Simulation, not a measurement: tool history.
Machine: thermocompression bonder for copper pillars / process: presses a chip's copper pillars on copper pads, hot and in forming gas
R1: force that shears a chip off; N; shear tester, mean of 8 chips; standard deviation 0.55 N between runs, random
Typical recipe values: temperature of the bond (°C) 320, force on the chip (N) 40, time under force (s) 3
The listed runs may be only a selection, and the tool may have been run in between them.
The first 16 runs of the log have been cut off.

Run 17, hour 148.8: usual settings but temperature of the bond (°C) 334. Result: R1 71.5 N.
Run 18, hour 156.8: usual settings. Result: R1 64.1 N.
Run 19, hour 164.3: usual settings. Result: R1 63.1 N.
Run 20, hour 175.4: usual settings but temperature of the bond (°C) 312, time under force (s) 2. Result: R1 51.3 N.
Run 21, hour 181.2: usual settings but temperature of the bond (°C) 312, time under force (s) 2. Result: R1 50.6 N.
Run 22, hour 187.5: usual settings but temperature of the bond (°C) 312, time under force (s) 5. Result: R1 70.3 N.
Run 23, hour 195.5: usual settings but temperature of the bond (°C) 312, time under force (s) 2. Result: R1 51.7 N.
Run 24, hour 202.9: usual settings but force on the chip (N) 25, time under force (s) 2. Result: R1 38 N.
Run 25, hour 215.9: usual settings but temperature of the bond (°C) 311, force on the chip (N) 41, time under force (s) 6. Result: R1 73.3 N.
Run 26, hour 221.7: usual settings but temperature of the bond (°C) 311, force on the chip (N) 41, time under force (s) 6. Result: R1 72.2 N.
Run 27, hour 230.3: usual settings but temperature of the bond (°C) 332, force on the chip (N) 45, time under force (s) 5. Result: R1 85 N.
Run 28, hour 240.5: usual settings but temperature of the bond (°C) 296. Result: R1 49.7 N.
Run 29, hour 251.2: usual settings but temperature of the bond (°C) 311, force on the chip (N) 56. Result: R1 71 N.
Run 30, hour 259.5: usual settings but temperature of the bond (°C) 311, force on the chip (N) 56. Result: R1 71.7 N.
Run 31, hour 267.1: usual settings but temperature of the bond (°C) 311, force on the chip (N) 56. Result: R1 72 N.
Run 32, hour 275.1: usual settings but force on the chip (N) 24, time under force (s) 5. Result: R1 52.1 N.
At hour 283.4: forming gas filter changed.
Run 33, hour 289: usual settings but force on the chip (N) 24, time under force (s) 2. Result: R1 39.6 N.
Run 34, hour 296.8: usual settings but force on the chip (N) 27, time under force (s) 2. Result: R1 42.2 N.
Run 35, hour 309.6: usual settings but temperature of the bond (°C) 345, force on the chip (N) 25, time under force (s) 4. Result: R1 65.6 N.
Run 36, hour 320.8: usual settings but temperature of the bond (°C) 309, time under force (s) 7. Result: R1 77.6 N.
Run 37, hour 333: usual settings but temperature of the bond (°C) 309, time under force (s) 7. Result: R1 77.1 N.

Here are 4 independent what-if runs from the current tool condition. What would each one return?
Run A, hour 345.1: usual settings but temperature of the bond (°C) 309, force on the chip (N) 53. Result: R1 ?.
Run B, hour 345.1: usual settings but temperature of the bond (°C) 327, force on the chip (N) 39, time under force (s) 2. Result: R1 ?.
Run C, hour 345.1: usual settings but temperature of the bond (°C) 308, time under force (s) 2. Result: R1 ?.
Run D, hour 345.1: usual settings but temperature of the bond (°C) 296, time under force (s) 7. Result: R1 ?.

run    R1
  A  71.9
  B  60.3
  C  51.1
  D  68.9
Without the tool's unlogged condition, the same runs would have read:
run    R1
  A  74.3
  B  62.3
  C  53.1
  D  71.4
